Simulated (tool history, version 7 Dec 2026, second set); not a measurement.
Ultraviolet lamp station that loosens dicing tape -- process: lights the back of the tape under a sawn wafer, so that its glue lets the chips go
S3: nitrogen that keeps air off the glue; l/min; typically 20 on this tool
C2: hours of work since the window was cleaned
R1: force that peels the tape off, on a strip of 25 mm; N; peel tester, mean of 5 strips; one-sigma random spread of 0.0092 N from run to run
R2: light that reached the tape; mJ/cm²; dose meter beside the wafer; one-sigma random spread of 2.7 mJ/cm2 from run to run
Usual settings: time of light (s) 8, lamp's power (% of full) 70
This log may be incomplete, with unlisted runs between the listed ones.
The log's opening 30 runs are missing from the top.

run 31 hour=730.9 | time_of_light_(s)=7 lamp's_power_(%_of_full)=65 S3=19 | hours_of_work_of_the_lamp=53 C2=186 | R1=0.886 R2=266
run 32 hour=759.4 | time_of_light_(s)=4 lamp's_power_(%_of_full)=98 S3=19 | hours_of_work_of_the_lamp=67 C2=201 | R1=1.168 R2=225
run 33 hour=787.5 | time_of_light_(s)=8 lamp's_power_(%_of_full)=75 S3=20 | hours_of_work_of_the_lamp=82 C2=215 | R1=0.438 R2=339
run 34 hour=801.5 | time_of_light_(s)=8 lamp's_power_(%_of_full)=75 S3=20 | hours_of_work_of_the_lamp=89 C2=222 | R1=0.424 R2=346
run 35 hour=821.9 | time_of_light_(s)=14 lamp's_power_(%_of_full)=76 S3=17 | hours_of_work_of_the_lamp=99 C2=233 | R1=0.114 R2=602
run 36 hour=845 | time_of_light_(s)=11 lamp's_power_(%_of_full)=76 S3=13 | hours_of_work_of_the_lamp=111 C2=244 | R1=0.227 R2=476
run 37 hour=860 | time_of_light_(s)=11 lamp's_power_(%_of_full)=76 S3=13 | hours_of_work_of_the_lamp=119 C2=252 | R1=0.242 R2=467
run 38 hour=888 | time_of_light_(s)=9 lamp's_power_(%_of_full)=84 S3=24 | hours_of_work_of_the_lamp=133 C2=266 | R1=0.199 R2=418
run 39 hour=917 | time_of_light_(s)=7 lamp's_power_(%_of_full)=60 S3=7 | hours_of_work_of_the_lamp=148 C2=281 | R1=1.928 R2=231
run 40 hour=942.6 | time_of_light_(s)=7 lamp's_power_(%_of_full)=70 S3=12 | hours_of_work_of_the_lamp=161 C2=294 | R1=1.079 R2=270

Each row is a separate what-if for the run after 40, all from the same tool condition, not one after another. Results?
run A hour=965.2 | time_of_light_(s)=8 lamp's_power_(%_of_full)=68 S3=15 | hours_of_work_of_the_lamp=172 C2=306 | R1=? R2=?
run B hour=965.2 | time_of_light_(s)=6 lamp's_power_(%_of_full)=80 S3=8 | hours_of_work_of_the_lamp=172 C2=306 | R1=? R2=?
run C hour=965.2 | time_of_light_(s)=8 lamp's_power_(%_of_full)=66 S3=8 | hours_of_work_of_the_lamp=172 C2=306 | R1=? R2=?

run=A R1=0.743 R2=296
run=B R1=1.44 R2=264
run=C R1=1.203 R2=291
Without the tool's hidden state the same runs would have given:
run=A R1=0.504 R2=344
run=B R1=1.071 R2=307
run=C R1=0.871 R2=338
